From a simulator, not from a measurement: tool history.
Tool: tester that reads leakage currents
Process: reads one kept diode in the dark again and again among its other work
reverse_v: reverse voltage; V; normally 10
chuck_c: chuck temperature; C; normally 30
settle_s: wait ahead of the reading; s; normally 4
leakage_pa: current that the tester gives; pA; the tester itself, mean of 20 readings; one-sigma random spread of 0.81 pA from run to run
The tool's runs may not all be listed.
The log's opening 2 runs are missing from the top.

run 3 day=2.421 | reverse_v=10 chuck_c=30 settle_s=4 | leakage_pa=279.24
run 4 day=3.233 | reverse_v=10 chuck_c=30 settle_s=4 | leakage_pa=276.97
run 5 day=4.65 | reverse_v=10 chuck_c=30 settle_s=4 | leakage_pa=277.87
run 6 day=5.571 | reverse_v=10 chuck_c=30 settle_s=4 | leakage_pa=279.59
-- day=6.454 tester calibrated
-- day=6.671 chuck's temperature calibrated
run 7 day=6.85 | reverse_v=10 chuck_c=30 settle_s=4 | leakage_pa=268.46
run 8 day=7.675 | reverse_v=10 chuck_c=27 settle_s=4 | leakage_pa=210.04
run 9 day=8.85 | reverse_v=10 chuck_c=30 settle_s=4 | leakage_pa=269.67
-- day=9.283 tester calibrated, once more
run 10 day=9.929 | reverse_v=10 chuck_c=30 settle_s=4 | leakage_pa=275.26
run 11 day=10.808 | reverse_v=10 chuck_c=34 settle_s=4 | leakage_pa=382.52
run 12 day=12.142 | reverse_v=10 chuck_c=34 settle_s=4 | leakage_pa=381.4
run 13 day=13.346 | reverse_v=10 chuck_c=30 settle_s=7.55 | leakage_pa=273.31
run 14 day=14.621 | reverse_v=13.9 chuck_c=30 settle_s=4 | leakage_pa=317.96
run 15 day=16.283 | reverse_v=1.1 chuck_c=30 settle_s=4 | leakage_pa=108.33
run 16 day=17.821 | reverse_v=1.1 chuck_c=30 settle_s=4 | leakage_pa=107.93
run 17 day=18.5 | reverse_v=1.1 chuck_c=30 settle_s=4 | leakage_pa=107.97
run 18 day=19.417 | reverse_v=1.1 chuck_c=60 settle_s=4 | leakage_pa=1082.65
run 19 day=20.275 | reverse_v=1.1 chuck_c=60 settle_s=4 | leakage_pa=1080.9
run 20 day=21.521 | reverse_v=1.1 chuck_c=60 settle_s=4 | leakage_pa=1082.41
run 21 day=22.521 | reverse_v=1.1 chuck_c=60 settle_s=4 | leakage_pa=1083.65
run 22 day=23.296 | reverse_v=7.2 chuck_c=30 settle_s=0.62 | leakage_pa=243.74
run 23 day=24.717 | reverse_v=7.2 chuck_c=30 settle_s=0.62 | leakage_pa=242.6
run 24 day=26.392 | reverse_v=10 chuck_c=25 settle_s=4 | leakage_pa=182.16
run 25 day=27.229 | reverse_v=1.1 chuck_c=30 settle_s=0.38 | leakage_pa=108.66
run 26 day=27.979 | reverse_v=4.9 chuck_c=53 settle_s=0.4 | leakage_pa=1234.94
run 27 day=29.417 | reverse_v=9.4 chuck_c=53 settle_s=0.99 | leakage_pa=1626.08

The next listed run, before its measurement:
run 28 day=30.367 | reverse_v=10 chuck_c=46 settle_s=4 | leakage_pa=?

{"run 28": {"leakage_pa": 992.76}}
Had the tool carried no hidden state, the very same run would have given leakage_pa 978.19 pA.

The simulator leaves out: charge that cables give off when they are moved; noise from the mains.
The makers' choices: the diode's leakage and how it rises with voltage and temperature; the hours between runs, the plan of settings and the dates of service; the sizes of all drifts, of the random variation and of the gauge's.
